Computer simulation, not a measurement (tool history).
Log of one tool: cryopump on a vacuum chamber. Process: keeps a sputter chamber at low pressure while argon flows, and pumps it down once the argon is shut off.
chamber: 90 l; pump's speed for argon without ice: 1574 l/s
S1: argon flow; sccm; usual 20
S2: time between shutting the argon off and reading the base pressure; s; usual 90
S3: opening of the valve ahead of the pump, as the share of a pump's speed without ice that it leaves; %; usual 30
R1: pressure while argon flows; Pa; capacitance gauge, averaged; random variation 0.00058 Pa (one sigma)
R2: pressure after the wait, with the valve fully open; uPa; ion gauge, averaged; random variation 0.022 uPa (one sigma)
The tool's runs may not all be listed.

Run 1, hour 0: usual settings. Result: R1 0.0727 Pa, R2 2.19 uPa.
Run 2, hour 61.3: usual settings but S2 71 s. Result: R1 0.073 Pa, R2 2.39 uPa.
Run 3, hour 129.4: usual settings but S2 155 s. Result: R1 0.0741 Pa, R2 2.12 uPa.
Run 4, hour 193.1: usual settings but S2 155 s. Result: R1 0.073 Pa, R2 2.17 uPa.
At hour 239.9: leaking fittings of the chamber tightened, without venting.
Run 5, hour 250.6: usual settings but S2 155 s. Result: R1 0.0744 Pa, R2 0.5 uPa.
Run 6, hour 305.1: usual settings but S2 155 s. Result: R1 0.0746 Pa, R2 0.55 uPa.
Run 7, hour 353.5: usual settings. Result: R1 0.0744 Pa, R2 0.76 uPa.
Run 8, hour 428.9: usual settings. Result: R1 0.0741 Pa, R2 0.77 uPa.
Run 9, hour 480.2: usual settings but S3 20 %. Result: R1 0.1117 Pa, R2 0.81 uPa.
Run 10, hour 521: usual settings but S3 20 %. Result: R1 0.1103 Pa, R2 0.82 uPa.
Run 11, hour 580.7: usual settings but S3 20 %. Result: R1 0.1122 Pa, R2 0.84 uPa.
Run 12, hour 655.8: usual settings but S1 30 sccm. Result: R1 0.1146 Pa, R2 0.83 uPa.
Run 13, hour 737.5: usual settings but S3 28 %. Result: R1 0.0823 Pa, R2 0.85 uPa.
Run 14, hour 818.8: usual settings but S1 30 sccm, S3 40 %. Result: R1 0.0881 Pa, R2 0.96 uPa.
Run 15, hour 863.4: usual settings but S1 28 sccm, S3 37 %. Result: R1 0.0891 Pa, R2 0.97 uPa.
Run 16, hour 941.3: usual settings but S1 28 sccm, S3 37 %. Result: R1 0.0894 Pa, R2 0.97 uPa.
Run 17, hour 991.2: usual settings but S1 28 sccm, S3 37 %. Result: R1 0.0904 Pa, R2 1.04 uPa.
Run 18, hour 1036.6: usual settings but S1 23 sccm, S3 25 %. Result: R1 0.1072 Pa, R2 1.05 uPa.
Run 19, hour 1114.6: usual settings but S1 23 sccm, S2 226 s, S3 21 %. Result: R1 0.1263 Pa, R2 0.76 uPa.
Run 20, hour 1159: usual settings but S1 23 sccm, S2 226 s, S3 21 %. Result: R1 0.1255 Pa, R2 0.83 uPa.
Run 21, hour 1193.3: usual settings but S1 23 sccm, S2 47 s, S3 21 %. Result: R1 0.1269 Pa, R2 1.49 uPa.
Run 22, hour 1231.5: usual settings but S1 15 sccm, S2 187 s. Result: R1 0.059 Pa, R2 0.92 uPa.
Run 23, hour 1286.4: usual settings but S1 32 sccm, S2 64 s. Result: R1 0.1274 Pa, R2 1.36 uPa.

Forecast each of these 4 alternatives for the next run:
Run A, hour 1339.4: usual settings but S1 11 sccm, S2 28 s. Result: R1 ?, R2 ?.
Run B, hour 1339.4: usual settings but S2 33 s. Result: R1 ?, R2 ?.
Run C, hour 1339.4: usual settings but S1 18 sccm, S2 58 s, S3 48 %. Result: R1 ?, R2 ?.
Run D, hour 1339.4: usual settings but S1 11 sccm, S2 40 s, S3 29 %. Result: R1 ?, R2 ?.

run      R1    R2
  A  0.0437  2.23
  B  0.0798   1.9
  C  0.0486  1.43
  D  0.0451  1.72
Without the tool's hidden state the same runs would have given:
run      R1    R2
  A  0.0389   1.7
  B  0.0712  1.38
  C  0.0408  0.91
  D  0.0403  1.19
